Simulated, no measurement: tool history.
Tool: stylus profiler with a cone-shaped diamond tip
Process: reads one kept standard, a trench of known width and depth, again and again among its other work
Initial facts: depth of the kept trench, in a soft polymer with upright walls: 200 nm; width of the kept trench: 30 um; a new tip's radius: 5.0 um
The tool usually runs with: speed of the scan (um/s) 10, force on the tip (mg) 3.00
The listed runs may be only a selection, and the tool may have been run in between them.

run	hour	speed of the scan (um/s)	force on the tip (mg)	depth of the trench (nm)	width of the trench's floor (um)
1	0.0	10	3.00	201.94	27.03
2	25.7	10	3.00	201.85	27.03
3	76.1	10	3.00	202.02	27.04
4	127.6	10	3.00	201.91	26.98
5	175.1	10	3.00	201.86	26.97
6	202.2	10	3.00	202.08	26.99
7	242.7	10	3.00	201.91	27.00
8	298.3	10	3.00	201.85	27.00
9	351.9	10	3.00	201.98	26.93
10	395.4	10	3.00	201.70	26.94
11	419.2	15	3.00	201.85	26.94
12	442.9	10	2.21	201.49	26.93
13	489.1	10	2.21	201.28	26.84
14	518.1	10	2.21	201.43	26.89
15	546.1	10	7.42	203.54	26.90
16	591.3	6	6.46	203.22	26.93
17	634.0	6	6.46	203.11	26.93
18	666.6	4	3.00	201.77	26.97
19	713.9	17	2.00	201.26	26.81
20	738.2	3	1.37	200.77	26.92
21	762.6	13	4.83	202.40	26.85
22	796.2	38	1.41	200.76	26.66
23	848.4	9	2.95	201.65	26.84

Each row is a separate what-if for the run after 23, all from the same tool condition, not one after another. Results?
A	887.7	3	1.01	?	?
B	887.7	4	1.05	?	?
C	887.7	4	2.95	?	?
D	887.7	9	1.43	?	?
E	887.7	10	7.10	?	?

run	depth of the trench (nm)	width of the trench's floor (um)
A	200.35	26.86
B	200.38	26.82
C	201.50	26.88
D	200.77	26.82
E	203.41	26.80
Take away the tool's hidden state, keep each run's random variation, and the runs would have read:
run	depth of the trench (nm)	width of the trench's floor (um)
A	200.98	27.20
B	201.00	27.17
C	202.13	27.22
D	201.39	27.16
E	204.04	27.15
